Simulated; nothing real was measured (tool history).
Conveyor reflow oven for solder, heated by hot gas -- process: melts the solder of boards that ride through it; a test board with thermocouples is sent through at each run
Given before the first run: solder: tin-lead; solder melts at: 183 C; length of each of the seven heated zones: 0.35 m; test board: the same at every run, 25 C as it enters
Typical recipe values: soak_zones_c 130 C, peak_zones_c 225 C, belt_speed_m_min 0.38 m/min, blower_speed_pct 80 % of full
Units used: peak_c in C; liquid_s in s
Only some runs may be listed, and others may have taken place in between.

| run | hour | soak_zones_c | peak_zones_c | belt_speed_m_min | blower_speed_pct | peak_c | liquid_s |
|---|---|---|---|---|---|---|---|
| 1 | 0 | 130 | 225 | 0.38 | 80 | 211 | 74.7 |
| 2 | 44.8 | 130 | 225 | 0.38 | 80 | 211.5 | 72.7 |
| 3 | 89.4 | 130 | 225 | 0.38 | 83 | 212 | 73.7 |
| 4 | 116.9 | 130 | 225 | 0.38 | 83 | 211.3 | 73.5 |
| 5 | 146.1 | 130 | 225 | 0.38 | 83 | 212.3 | 72.5 |
|  | 152.6 | belt drive overhauled, speed set with a stopwatch |
| 6 | 181.1 | 130 | 225 | 0.339 | 80 | 214.7 | 88 |
| 7 | 207 | 130 | 225 | 0.339 | 80 | 214.4 | 86.4 |
| 8 | 245.3 | 130 | 225 | 0.407 | 80 | 208.3 | 64.4 |
| 9 | 275.7 | 123 | 214 | 0.368 | 51 | 193.9 | 36.9 |
| 10 | 307.4 | 125 | 237 | 0.404 | 88 | 219.4 | 75.3 |
|  | 333.5 | belt drive overhauled, speed set with a stopwatch, once more |
| 11 | 341.5 | 130 | 219 | 0.38 | 80 | 204.9 | 63.8 |
| 12 | 362.7 | 132 | 227 | 0.448 | 63 | 202.9 | 47.1 |

Below are 3 alternative next runs, each starting from the tool's condition after run 12. Predict each:
| A | 398.7 | 132 | 225 | 0.38 | 70 | ? | ? |
| B | 398.7 | 130 | 229 | 0.38 | 80 | ? | ? |
| C | 398.7 | 144 | 215 | 0.353 | 80 | ? | ? |

| run | peak_c | liquid_s |
|---|---|---|
| A | 207.9 | 68.2 |
| B | 212.8 | 73.6 |
| C | 206.7 | 78.1 |
The same runs, with their run-to-run variation unchanged, on a tool lacking any hidden condition would have given:
| run | peak_c | liquid_s |
|---|---|---|
| A | 209.9 | 72.3 |
| B | 215 | 77.4 |
| C | 207.8 | 81.8 |
